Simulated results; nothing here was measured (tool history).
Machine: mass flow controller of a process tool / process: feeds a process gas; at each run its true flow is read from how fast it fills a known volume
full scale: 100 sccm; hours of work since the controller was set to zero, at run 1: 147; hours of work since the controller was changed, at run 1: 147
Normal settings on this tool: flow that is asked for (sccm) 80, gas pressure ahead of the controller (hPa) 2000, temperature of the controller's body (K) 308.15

| run | hour | flow that is asked for (sccm) | gas pressure ahead of the controller (hPa) | temperature of the controller's body (K) | hours of work since the controller was set to zero | hours of work since the controller was changed | true flow (%) |
|---|---|---|---|---|---|---|---|
| 1 | 0 | 80 | 2000 | 308.15 | 147 | 147 | 99.16 |
| 2 | 77.7 | 24 | 2000 | 308.15 | 191 | 191 | 97.46 |
| 3 | 118.6 | 24 | 2000 | 308.15 | 214 | 214 | 97.28 |
| 4 | 195 | 24 | 2000 | 308.15 | 258 | 258 | 97.38 |
| 5 | 230.7 | 80 | 2680 | 308.15 | 278 | 278 | 99.08 |
| 6 | 285.5 | 80 | 2680 | 308.15 | 309 | 309 | 99.02 |
| 7 | 363.7 | 80 | 2680 | 308.15 | 353 | 353 | 99 |
| 8 | 429.4 | 80 | 2680 | 308.15 | 391 | 391 | 99.06 |
| 9 | 468.6 | 80 | 2000 | 306.15 | 413 | 413 | 99.19 |
| 10 | 508.5 | 80 | 2000 | 306.15 | 436 | 436 | 99.18 |
| 11 | 577.4 | 80 | 2000 | 306.15 | 475 | 475 | 99.37 |
| 12 | 642.6 | 80 | 2000 | 306.15 | 512 | 512 | 99.23 |
| 13 | 692.3 | 88 | 1760 | 308.15 | 540 | 540 | 99.5 |
| 14 | 740.1 | 52 | 2010 | 294.15 | 567 | 567 | 98.66 |
| 15 | 780 | 29 | 1910 | 294.15 | 590 | 590 | 97.86 |

Forecast run 16:
| 16 | 818.4 | 27 | 1550 | 295.15 | 612 | 612 | ? |

true flow (%): 97.77
If the tool had no hidden condition, the same run with the same run-to-run variation would have returned true flow (%) 98.06.

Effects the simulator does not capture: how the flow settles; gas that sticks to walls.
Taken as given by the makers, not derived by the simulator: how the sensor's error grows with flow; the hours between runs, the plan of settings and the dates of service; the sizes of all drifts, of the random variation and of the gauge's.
